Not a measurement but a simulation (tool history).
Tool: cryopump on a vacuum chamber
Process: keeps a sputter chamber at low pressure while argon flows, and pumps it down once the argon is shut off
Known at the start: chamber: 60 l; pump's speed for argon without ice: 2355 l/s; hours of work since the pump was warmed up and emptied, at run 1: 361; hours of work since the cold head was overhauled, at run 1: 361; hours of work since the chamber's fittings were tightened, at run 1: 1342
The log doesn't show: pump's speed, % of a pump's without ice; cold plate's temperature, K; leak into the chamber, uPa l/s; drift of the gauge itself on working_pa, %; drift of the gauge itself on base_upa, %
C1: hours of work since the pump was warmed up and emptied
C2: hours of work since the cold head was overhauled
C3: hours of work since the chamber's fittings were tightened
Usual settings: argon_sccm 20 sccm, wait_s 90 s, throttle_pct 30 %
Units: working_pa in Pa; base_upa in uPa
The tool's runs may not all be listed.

{"run": 1, "hour": 0.0, "argon_sccm": 20, "wait_s": 90, "throttle_pct": 30, "C1": 361, "C2": 361, "C3": 1342, "working_pa": 0.0497, "base_upa": 1.14}
{"run": 2, "hour": 8.3, "argon_sccm": 20, "wait_s": 90, "throttle_pct": 30, "C1": 367, "C2": 367, "C3": 1348, "working_pa": 0.0498, "base_upa": 1.17}
{"run": 3, "hour": 20.8, "argon_sccm": 20, "wait_s": 90, "throttle_pct": 30, "C1": 376, "C2": 376, "C3": 1356, "working_pa": 0.0495, "base_upa": 1.2}
{"run": 4, "hour": 38.4, "argon_sccm": 20, "wait_s": 90, "throttle_pct": 30, "C1": 388, "C2": 388, "C3": 1369, "working_pa": 0.0501, "base_upa": 1.19}
{"run": 5, "hour": 55.6, "argon_sccm": 20, "wait_s": 90, "throttle_pct": 30, "C1": 400, "C2": 400, "C3": 1381, "working_pa": 0.0497, "base_upa": 1.24}
{"run": 6, "hour": 66.7, "argon_sccm": 20, "wait_s": 90, "throttle_pct": 30, "C1": 408, "C2": 408, "C3": 1389, "working_pa": 0.0503, "base_upa": 1.18}
{"run": 7, "hour": 80.7, "argon_sccm": 20, "wait_s": 90, "throttle_pct": 30, "C1": 418, "C2": 418, "C3": 1399, "working_pa": 0.0495, "base_upa": 1.21}
{"run": 8, "hour": 95.4, "argon_sccm": 20, "wait_s": 90, "throttle_pct": 23, "C1": 428, "C2": 428, "C3": 1409, "working_pa": 0.0642, "base_upa": 1.21}
{"run": 9, "hour": 106.3, "argon_sccm": 20, "wait_s": 90, "throttle_pct": 23, "C1": 436, "C2": 436, "C3": 1417, "working_pa": 0.064, "base_upa": 1.2}
{"run": 10, "hour": 116.5, "argon_sccm": 20, "wait_s": 117, "throttle_pct": 30, "C1": 443, "C2": 443, "C3": 1424, "working_pa": 0.0502, "base_upa": 1.11}
{"run": 11, "hour": 124.6, "argon_sccm": 20, "wait_s": 117, "throttle_pct": 30, "C1": 449, "C2": 449, "C3": 1430, "working_pa": 0.0495, "base_upa": 1.07}
{"run": 12, "hour": 140.5, "argon_sccm": 20, "wait_s": 117, "throttle_pct": 30, "C1": 460, "C2": 460, "C3": 1441, "working_pa": 0.0498, "base_upa": 1.13}
{"run": 13, "hour": 151.0, "argon_sccm": 20, "wait_s": 117, "throttle_pct": 30, "C1": 468, "C2": 468, "C3": 1449, "working_pa": 0.0506, "base_upa": 1.11}
{"run": 14, "hour": 163.0, "argon_sccm": 20, "wait_s": 117, "throttle_pct": 30, "C1": 476, "C2": 476, "C3": 1457, "working_pa": 0.0503, "base_upa": 1.08}
{"run": 15, "hour": 176.6, "argon_sccm": 20, "wait_s": 117, "throttle_pct": 30, "C1": 486, "C2": 486, "C3": 1467, "working_pa": 0.0498, "base_upa": 1.14}
{"run": 16, "hour": 187.4, "argon_sccm": 20, "wait_s": 117, "throttle_pct": 30, "C1": 494, "C2": 494, "C3": 1474, "working_pa": 0.0503, "base_upa": 1.13}
{"run": 17, "hour": 195.0, "argon_sccm": 20, "wait_s": 90, "throttle_pct": 30, "C1": 499, "C2": 499, "C3": 1480, "working_pa": 0.0501, "base_upa": 1.22}
{"run": 18, "hour": 203.7, "argon_sccm": 12, "wait_s": 90, "throttle_pct": 49, "C1": 505, "C2": 505, "C3": 1486, "working_pa": 0.0197, "base_upa": 1.29}
{"run": 19, "hour": 212.0, "argon_sccm": 27, "wait_s": 21, "throttle_pct": 28, "C1": 511, "C2": 511, "C3": 1492, "working_pa": 0.0728, "base_upa": 3.19}
{"run": 20, "hour": 229.9, "argon_sccm": 20, "wait_s": 26, "throttle_pct": 19, "C1": 524, "C2": 524, "C3": 1504, "working_pa": 0.0774, "base_upa": 2.69}
{"run": 21, "hour": 246.0, "argon_sccm": 39, "wait_s": 90, "throttle_pct": 30, "C1": 535, "C2": 535, "C3": 1516, "working_pa": 0.0981, "base_upa": 1.3}
{"run": 22, "hour": 259.5, "argon_sccm": 39, "wait_s": 90, "throttle_pct": 30, "C1": 545, "C2": 545, "C3": 1525, "working_pa": 0.0981, "base_upa": 1.34}
{"run": 23, "hour": 276.9, "argon_sccm": 13, "wait_s": 122, "throttle_pct": 19, "C1": 557, "C2": 557, "C3": 1538, "working_pa": 0.0513, "base_upa": 1.14}
{"run": 24, "hour": 294.5, "argon_sccm": 13, "wait_s": 122, "throttle_pct": 19, "C1": 569, "C2": 569, "C3": 1550, "working_pa": 0.051, "base_upa": 1.17}
{"run": 25, "hour": 310.2, "argon_sccm": 27, "wait_s": 90, "throttle_pct": 30, "C1": 581, "C2": 581, "C3": 1561, "working_pa": 0.0686, "base_upa": 1.33}
{"run": 26, "hour": 320.5, "argon_sccm": 14, "wait_s": 38, "throttle_pct": 22, "C1": 588, "C2": 588, "C3": 1569, "working_pa": 0.0474, "base_upa": 2.08}
{"run": 27, "hour": 334.8, "argon_sccm": 25, "wait_s": 44, "throttle_pct": 51, "C1": 598, "C2": 598, "C3": 1579, "working_pa": 0.0387, "base_upa": 1.98}
{"run": 28, "hour": 345.0, "argon_sccm": 25, "wait_s": 246, "throttle_pct": 51, "C1": 605, "C2": 605, "C3": 1586, "working_pa": 0.0386, "base_upa": 1}
{"run": 29, "hour": 355.2, "argon_sccm": 25, "wait_s": 246, "throttle_pct": 51, "C1": 612, "C2": 612, "C3": 1593, "working_pa": 0.0393, "base_upa": 1.01}
{"run": 30, "hour": 367.8, "argon_sccm": 25, "wait_s": 246, "throttle_pct": 51, "C1": 621, "C2": 621, "C3": 1602, "working_pa": 0.0386, "base_upa": 0.99}
{"run": 31, "hour": 381.5, "argon_sccm": 25, "wait_s": 246, "throttle_pct": 51, "C1": 631, "C2": 631, "C3": 1612, "working_pa": 0.0383, "base_upa": 0.98}
{"run": 32, "hour": 396.5, "argon_sccm": 25, "wait_s": 138, "throttle_pct": 51, "C1": 642, "C2": 642, "C3": 1622, "working_pa": 0.0387, "base_upa": 1.16}
{"run": 33, "hour": 408.3, "argon_sccm": 25, "wait_s": 138, "throttle_pct": 51, "C1": 650, "C2": 650, "C3": 1631, "working_pa": 0.0384, "base_upa": 1.19}
{"run": 34, "hour": 427.1, "argon_sccm": 25, "wait_s": 138, "throttle_pct": 51, "C1": 663, "C2": 663, "C3": 1644, "working_pa": 0.0386, "base_upa": 1.17}

4 ways to go on from here, each from the tool as it stands after run 34. What would each give?
{"run": "A", "hour": 445.2, "argon_sccm": 11, "wait_s": 151, "throttle_pct": 17, "C1": 676, "C2": 676, "C3": 1657, "working_pa": "?", "base_upa": "?"}
{"run": "B", "hour": 445.2, "argon_sccm": 9, "wait_s": 32, "throttle_pct": 18, "C1": 676, "C2": 676, "C3": 1657, "working_pa": "?", "base_upa": "?"}
{"run": "C", "hour": 445.2, "argon_sccm": 22, "wait_s": 49, "throttle_pct": 30, "C1": 676, "C2": 676, "C3": 1657, "working_pa": "?", "base_upa": "?"}
{"run": "D", "hour": 445.2, "argon_sccm": 12, "wait_s": 90, "throttle_pct": 30, "C1": 676, "C2": 676, "C3": 1657, "working_pa": "?", "base_upa": "?"}

run=A working_pa=0.0486 base_upa=1.17
run=B working_pa=0.0378 base_upa=2.35
run=C working_pa=0.0556 base_upa=1.88
run=D working_pa=0.0306 base_upa=1.41
Without the tool's hidden state the same runs would have given:
run=A working_pa=0.0469 base_upa=0.48
run=B working_pa=0.0363 base_upa=1.68
run=C working_pa=0.052 base_upa=1.18
run=D working_pa=0.0287 base_upa=0.72

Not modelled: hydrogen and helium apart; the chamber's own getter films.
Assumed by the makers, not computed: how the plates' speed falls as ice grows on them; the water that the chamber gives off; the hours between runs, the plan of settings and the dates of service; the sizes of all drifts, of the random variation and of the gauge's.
